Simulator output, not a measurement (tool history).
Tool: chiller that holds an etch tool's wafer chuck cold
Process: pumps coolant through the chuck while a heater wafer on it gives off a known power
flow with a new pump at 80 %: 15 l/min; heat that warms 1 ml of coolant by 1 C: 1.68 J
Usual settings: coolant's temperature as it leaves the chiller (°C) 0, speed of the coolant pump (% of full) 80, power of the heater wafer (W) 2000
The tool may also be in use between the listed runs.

run   hour  coolant's temperature as it leaves the chiller (°C)  speed of the coolant pump (% of full)  power of the heater wafer (W)  chuck's temperature once it has settled (°C)  how much warmer the coolant comes back (C)
  1    0.0                                                    0                                     80                           2000                                          18.2                                        4.89
  2   20.6                                                    0                                     67                           2000                                          20.2                                        6.00
  3   43.4                                                    0                                     67                           2000                                          20.3                                        6.00
  4   66.6                                                    0                                     67                           2000                                          20.4                                        5.96
  5  105.1                                                    0                                     67                           2000                                          20.3                                        5.97
  6  130.9                                                   10                                     67                           2000                                          30.5                                        6.02
  7  154.5                                                    5                                     80                           2000                                          23.6                                        5.00
  8  183.7                                                    5                                     80                           2000                                          23.3                                        4.96
  9  221.1                                                    5                                     80                           2000                                          23.5                                        4.96
 10  259.4                                                    5                                     80                           1058                                          14.6                                        2.65
 11  292.2                                                    0                                     80                           2000                                          18.5                                        4.99
 12  322.4                                                    0                                     80                           2024                                          18.7                                        4.99
 13  353.6                                                    0                                     80                           2000                                          18.5                                        4.96
 14  387.5                                                    1                                     80                           2000                                          19.6                                        4.97
 15  427.8                                                    1                                     80                           2000                                          19.7                                        4.96
 16  447.9                                                    1                                     80                           2000                                          19.6                                        4.96
 17  485.9                                                    1                                     80                           2000                                          19.5                                        4.93
 18  506.7                                                   -8                                     77                           2375                                          14.7                                        6.18

Forecast run 19:
 19  544.2                                                    0                                     74                           2888                                             ?                                           ?

{"run 19": {"chuck's temperature once it has settled (°C)": 28.1, "how much warmer the coolant comes back (C)": 7.86}}
Without the tool's hidden state the same run would have given chuck's temperature once it has settled (°C) 26.8, how much warmer the coolant comes back (C) 7.51.
